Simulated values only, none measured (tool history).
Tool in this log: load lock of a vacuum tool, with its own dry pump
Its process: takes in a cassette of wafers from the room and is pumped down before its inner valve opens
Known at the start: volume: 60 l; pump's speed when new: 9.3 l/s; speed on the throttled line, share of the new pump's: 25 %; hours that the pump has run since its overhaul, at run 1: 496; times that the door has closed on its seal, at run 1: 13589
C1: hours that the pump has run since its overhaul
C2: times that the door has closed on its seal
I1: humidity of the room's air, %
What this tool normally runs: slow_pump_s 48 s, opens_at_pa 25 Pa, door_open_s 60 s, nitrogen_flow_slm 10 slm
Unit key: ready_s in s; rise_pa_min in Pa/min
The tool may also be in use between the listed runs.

{"run": 1, "day": 0.0, "slow_pump_s": 48, "opens_at_pa": 25, "door_open_s": 60, "nitrogen_flow_slm": 10, "C1": 496, "C2": 13589, "I1": 46.2, "ready_s": 90.3, "rise_pa_min": 0.247}
{"run": 2, "day": 22.888, "slow_pump_s": 48, "opens_at_pa": 25, "door_open_s": 60, "nitrogen_flow_slm": 10, "C1": 1045, "C2": 14976, "I1": 47.3, "ready_s": 90.6, "rise_pa_min": 0.28}
{"run": 3, "day": 39.917, "slow_pump_s": 48, "opens_at_pa": 43, "door_open_s": 60, "nitrogen_flow_slm": 10, "C1": 1454, "C2": 16007, "I1": 46.4, "ready_s": 87.0, "rise_pa_min": 0.308}
{"run": 4, "day": 53.575, "slow_pump_s": 48, "opens_at_pa": 43, "door_open_s": 60, "nitrogen_flow_slm": 10, "C1": 1781, "C2": 16835, "I1": 42.0, "ready_s": 87.5, "rise_pa_min": 0.318}
{"run": 5, "day": 78.108, "slow_pump_s": 48, "opens_at_pa": 43, "door_open_s": 60, "nitrogen_flow_slm": 10, "C1": 2370, "C2": 18321, "I1": 40.0, "ready_s": 87.7, "rise_pa_min": 0.352}
{"run": 6, "day": 101.971, "slow_pump_s": 48, "opens_at_pa": 25, "door_open_s": 93, "nitrogen_flow_slm": 10, "C1": 2943, "C2": 19767, "I1": 46.5, "ready_s": 90.9, "rise_pa_min": 0.402}
{"run": 7, "day": 125.033, "slow_pump_s": 48, "opens_at_pa": 25, "door_open_s": 93, "nitrogen_flow_slm": 10, "C1": 3496, "C2": 21164, "I1": 43.0, "ready_s": 91.7, "rise_pa_min": 0.435}
{"run": 8, "day": 149.467, "slow_pump_s": 48, "opens_at_pa": 25, "door_open_s": 93, "nitrogen_flow_slm": 10, "C1": 4083, "C2": 22644, "I1": 48.0, "ready_s": 91.9, "rise_pa_min": 0.472}
{"run": 9, "day": 173.283, "slow_pump_s": 48, "opens_at_pa": 21, "door_open_s": 60, "nitrogen_flow_slm": 10, "C1": 4654, "C2": 24087, "I1": 45.0, "ready_s": 92.6, "rise_pa_min": 0.504}
{"run": 10, "day": 193.829, "slow_pump_s": 44, "opens_at_pa": 21, "door_open_s": 60, "nitrogen_flow_slm": 10, "C1": 5148, "C2": 25331, "I1": 44.4, "ready_s": 91.8, "rise_pa_min": 0.541}
{"run": 11, "day": 209.088, "slow_pump_s": 44, "opens_at_pa": 21, "door_open_s": 60, "nitrogen_flow_slm": 10, "C1": 5514, "C2": 26256, "I1": 45.0, "ready_s": 91.3, "rise_pa_min": 0.588}
{"run": 12, "day": 224.896, "slow_pump_s": 48, "opens_at_pa": 25, "door_open_s": 60, "nitrogen_flow_slm": 32, "C1": 5893, "C2": 27213, "I1": 45.7, "ready_s": 92.7, "rise_pa_min": 0.61}
{"run": 13, "day": 248.654, "slow_pump_s": 48, "opens_at_pa": 25, "door_open_s": 60, "nitrogen_flow_slm": 32, "C1": 6463, "C2": 28653, "I1": 50.2, "ready_s": 93.0, "rise_pa_min": 0.643}
{"day": 251.65, "done": "door's seal changed, seat wiped"}
{"run": 14, "day": 272.6, "slow_pump_s": 60, "opens_at_pa": 25, "door_open_s": 60, "nitrogen_flow_slm": 10, "C1": 7037, "C2": 1269, "I1": 44.8, "ready_s": 102.3, "rise_pa_min": 0.035}
{"run": 15, "day": 285.162, "slow_pump_s": 48, "opens_at_pa": 36, "door_open_s": 237, "nitrogen_flow_slm": 10, "C1": 7338, "C2": 2031, "I1": 45.6, "ready_s": 91.2, "rise_pa_min": 0.061}
{"run": 16, "day": 307.596, "slow_pump_s": 36, "opens_at_pa": 36, "door_open_s": 237, "nitrogen_flow_slm": 10, "C1": 7876, "C2": 3389, "I1": 46.5, "ready_s": 82.5, "rise_pa_min": 0.076}
{"run": 17, "day": 323.679, "slow_pump_s": 36, "opens_at_pa": 36, "door_open_s": 237, "nitrogen_flow_slm": 10, "C1": 8262, "C2": 4364, "I1": 47.0, "ready_s": 82.4, "rise_pa_min": 0.079}
{"run": 18, "day": 344.671, "slow_pump_s": 36, "opens_at_pa": 36, "door_open_s": 237, "nitrogen_flow_slm": 10, "C1": 8766, "C2": 5636, "I1": 43.0, "ready_s": 82.1, "rise_pa_min": 0.09}
{"run": 19, "day": 359.825, "slow_pump_s": 71, "opens_at_pa": 25, "door_open_s": 62, "nitrogen_flow_slm": 7, "C1": 9130, "C2": 6554, "I1": 44.5, "ready_s": 111.8, "rise_pa_min": 0.089}
{"run": 20, "day": 382.025, "slow_pump_s": 71, "opens_at_pa": 25, "door_open_s": 62, "nitrogen_flow_slm": 7, "C1": 9663, "C2": 7898, "I1": 49.5, "ready_s": 111.7, "rise_pa_min": 0.109}

Run 21, settings as shown, results not yet in. Your forecast:
{"run": 21, "day": 403.25, "slow_pump_s": 41, "opens_at_pa": 45, "door_open_s": 152, "nitrogen_flow_slm": 25, "C1": 10172, "C2": 9184, "I1": 44.3, "ready_s": "?", "rise_pa_min": "?"}

{"run 21": {"ready_s": 85.3, "rise_pa_min": 0.117}}
The same run, on a tool lacking any hidden state, would have yielded ready_s 80.0 s, rise_pa_min 0.016 Pa/min.
